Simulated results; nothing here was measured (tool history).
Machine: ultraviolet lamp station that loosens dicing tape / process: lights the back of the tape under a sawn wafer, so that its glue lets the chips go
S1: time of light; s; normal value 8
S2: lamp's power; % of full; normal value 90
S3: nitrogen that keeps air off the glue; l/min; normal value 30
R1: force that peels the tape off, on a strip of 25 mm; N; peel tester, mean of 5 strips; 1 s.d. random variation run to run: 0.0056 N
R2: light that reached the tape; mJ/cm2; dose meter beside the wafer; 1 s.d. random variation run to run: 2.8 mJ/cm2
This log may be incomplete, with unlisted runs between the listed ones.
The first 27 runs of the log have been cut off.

{"run": 28, "hour": 246.7, "S1": 5, "S2": 96, "S3": 55, "R1": 0.228, "R2": 220}
{"run": 29, "hour": 252.1, "S1": 5, "S2": 96, "S3": 55, "R1": 0.226, "R2": 219}
{"run": 30, "hour": 259.7, "S1": 5, "S2": 96, "S3": 55, "R1": 0.24, "R2": 216}
{"run": 31, "hour": 272.6, "S1": 6, "S2": 84, "S3": 21, "R1": 0.439, "R2": 226}
{"run": 32, "hour": 278.2, "S1": 6, "S2": 84, "S3": 21, "R1": 0.443, "R2": 228}
{"run": 33, "hour": 289.9, "S1": 6, "S2": 84, "S3": 21, "R1": 0.456, "R2": 223}
{"run": 34, "hour": 300.6, "S1": 8, "S2": 84, "S3": 21, "R1": 0.257, "R2": 300}
{"run": 35, "hour": 312.4, "S1": 8, "S2": 64, "S3": 17, "R1": 0.523, "R2": 229}
{"run": 36, "hour": 319.2, "S1": 5, "S2": 71, "S3": 23, "R1": 0.82, "R2": 157}
{"run": 37, "hour": 325.5, "S1": 6, "S2": 82, "S3": 30, "R1": 0.338, "R2": 216}
{"run": 38, "hour": 338.1, "S1": 6, "S2": 82, "S3": 30, "R1": 0.353, "R2": 214}
{"run": 39, "hour": 350.5, "S1": 6, "S2": 82, "S3": 30, "R1": 0.367, "R2": 217}
{"run": 40, "hour": 356.2, "S1": 6, "S2": 82, "S3": 30, "R1": 0.361, "R2": 215}
{"run": 41, "hour": 363.8, "S1": 6, "S2": 82, "S3": 30, "R1": 0.361, "R2": 215}
{"run": 42, "hour": 372.8, "S1": 6, "S2": 82, "S3": 30, "R1": 0.352, "R2": 214}
{"run": 43, "hour": 378.5, "S1": 9, "S2": 74, "S3": 35, "R1": 0.185, "R2": 289}

Each row is a separate what-if for the run after 43, all from the same tool condition, not one after another. Results?
{"run": "A", "hour": 390.0, "S1": 9, "S2": 69, "S3": 35, "R1": "?", "R2": "?"}
{"run": "B", "hour": 390.0, "S1": 9, "S2": 74, "S3": 53, "R1": "?", "R2": "?"}
{"run": "C", "hour": 390.0, "S1": 4, "S2": 99, "S3": 35, "R1": "?", "R2": "?"}

run=A R1=0.209 R2=270
run=B R1=0.141 R2=288
run=C R1=0.495 R2=175
Had the tool no hidden state, the same runs would have come out as:
run=A R1=0.144 R2=338
run=B R1=0.112 R2=360
run=C R1=0.316 R2=218

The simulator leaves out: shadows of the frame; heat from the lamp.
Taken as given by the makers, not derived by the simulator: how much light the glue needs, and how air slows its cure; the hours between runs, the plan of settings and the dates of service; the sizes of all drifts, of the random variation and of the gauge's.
